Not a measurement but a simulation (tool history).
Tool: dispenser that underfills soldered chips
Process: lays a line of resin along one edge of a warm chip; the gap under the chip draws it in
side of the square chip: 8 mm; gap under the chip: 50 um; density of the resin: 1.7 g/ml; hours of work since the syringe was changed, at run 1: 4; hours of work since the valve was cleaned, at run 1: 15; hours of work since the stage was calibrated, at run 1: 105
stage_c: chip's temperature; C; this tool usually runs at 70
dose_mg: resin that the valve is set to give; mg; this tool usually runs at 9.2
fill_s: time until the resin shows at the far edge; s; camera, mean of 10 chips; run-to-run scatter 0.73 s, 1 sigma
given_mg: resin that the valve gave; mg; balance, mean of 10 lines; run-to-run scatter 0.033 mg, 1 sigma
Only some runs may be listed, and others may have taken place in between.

run,hour,stage_c,dose_mg,hours of work since the syringe was changed,hours of work since the valve was cleaned,hours of work since the stage was calibrated,fill_s,given_mg
1,0,70,9.2,4,15,105,90.1,9.1
# hour 4.2: new syringe of resin
2,6.1,70,9.2,1,19,108,73.2,9.06
3,10.5,70,9.2,4,22,111,91.6,9.07
# hour 14.4: new syringe of resin
4,15.7,70,9.2,1,25,115,72.2,9.04
5,22.1,70,9.2,5,30,119,99.7,9.04
# hour 24.9: new syringe of resin
6,28.4,70,9.2,2,34,123,78.2,8.94
# hour 34.9: new syringe of resin
7,35.7,82,8.68,1,38,128,39.9,8.51
8,40.5,57,10.51,4,41,131,177,10.18
# hour 45.1: new syringe of resin
9,45.6,57,8.31,0,45,134,135.4,8.06
10,51.3,79,9.41,4,48,138,59,9.01

Forecast each of these 4 alternatives for the next run:
# hour 55.2: new syringe of resin
A,57.3,74,9.14,1,52,142,?,?
# hour 55.2: new syringe of resin
B,57.3,66,9.2,1,52,142,?,?
# hour 55.2: new syringe of resin
C,57.3,79,10.08,1,52,142,?,?
# hour 55.2: new syringe of resin
D,57.3,70,11.73,1,52,142,?,?

run,fill_s,given_mg
A,62.8,8.77
B,91.6,8.84
C,49.5,9.74
D,75,11.34
Without the tool's hidden state the same runs would have given:
run,fill_s,given_mg
A,55.2,9.11
B,80.5,9.19
C,43.7,10.12
D,66.1,11.78
